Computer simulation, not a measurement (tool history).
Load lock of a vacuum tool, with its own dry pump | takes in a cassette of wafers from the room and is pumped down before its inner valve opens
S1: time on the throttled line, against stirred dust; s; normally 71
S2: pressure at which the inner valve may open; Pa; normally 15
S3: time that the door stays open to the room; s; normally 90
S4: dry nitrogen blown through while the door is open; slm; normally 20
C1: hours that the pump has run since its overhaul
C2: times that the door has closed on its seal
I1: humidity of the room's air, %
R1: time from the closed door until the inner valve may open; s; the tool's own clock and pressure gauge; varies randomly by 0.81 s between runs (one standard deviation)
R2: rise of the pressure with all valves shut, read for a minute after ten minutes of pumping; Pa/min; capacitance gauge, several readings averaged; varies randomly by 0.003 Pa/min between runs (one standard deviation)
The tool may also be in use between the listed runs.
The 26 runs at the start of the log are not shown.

| run | hour | S1 | S2 | S3 | S4 | C1 | C2 | I1 | R1 | R2 |
|---|---|---|---|---|---|---|---|---|---|---|
| 27 | 11480.3 | 69 | 16 | 82 | 9 | 15360 | 47186 | 42.9 | 125.0 | 0.042 |
| 28 | 11971.7 | 118 | 19 | 90 | 14 | 15851 | 48077 | 45.4 | 162.3 | 0.037 |
|  | 12467.3 | dry pump taken out, an overhauled one fitted |
| 29 | 12585.0 | 118 | 19 | 90 | 14 | 118 | 49177 | 46.1 | 161.8 | 0.037 |
| 30 | 13183.2 | 118 | 19 | 90 | 14 | 716 | 50261 | 45.3 | 160.8 | 0.039 |
| 31 | 13492.5 | 59 | 12 | 90 | 37 | 1025 | 50821 | 48.9 | 118.1 | 0.027 |
| 32 | 13934.3 | 59 | 12 | 90 | 37 | 1467 | 51622 | 40.5 | 119.7 | 0.023 |
| 33 | 14483.1 | 59 | 12 | 90 | 37 | 2016 | 52616 | 48.0 | 119.6 | 0.026 |
| 34 | 14954.9 | 59 | 12 | 90 | 37 | 2488 | 53471 | 42.9 | 117.9 | 0.025 |
| 35 | 15281.1 | 93 | 14 | 97 | 24 | 2814 | 54062 | 43.9 | 144.2 | 0.029 |
| 36 | 15877.4 | 93 | 14 | 97 | 24 | 3410 | 55143 | 44.7 | 144.3 | 0.029 |

Alternative continuations, all from the tool just after run 36; predict every row:
| A | 16317.6 | 71 | 14 | 90 | 5 | 3850 | 55940 | 48.7 | ? | ? |
| B | 16317.6 | 83 | 17 | 97 | 9 | 3850 | 55940 | 48.4 | ? | ? |
| C | 16317.6 | 93 | 23 | 97 | 24 | 3850 | 55940 | 45.1 | ? | ? |
| D | 16317.6 | 75 | 15 | 66 | 20 | 3850 | 55940 | 44.4 | ? | ? |
| E | 16317.6 | 126 | 14 | 98 | 24 | 3850 | 55940 | 41.4 | ? | ? |

| run | R1 | R2 |
|---|---|---|
| A | 125.8 | 0.055 |
| B | 133.6 | 0.051 |
| C | 140.3 | 0.033 |
| D | 130.7 | 0.030 |
| E | 172.1 | 0.027 |
What these runs would have given with no unlogged condition in the tool:
| run | R1 | R2 |
|---|---|---|
| A | 125.7 | 0.053 |
| B | 133.6 | 0.050 |
| C | 140.2 | 0.032 |
| D | 130.7 | 0.029 |
| E | 172.1 | 0.025 |
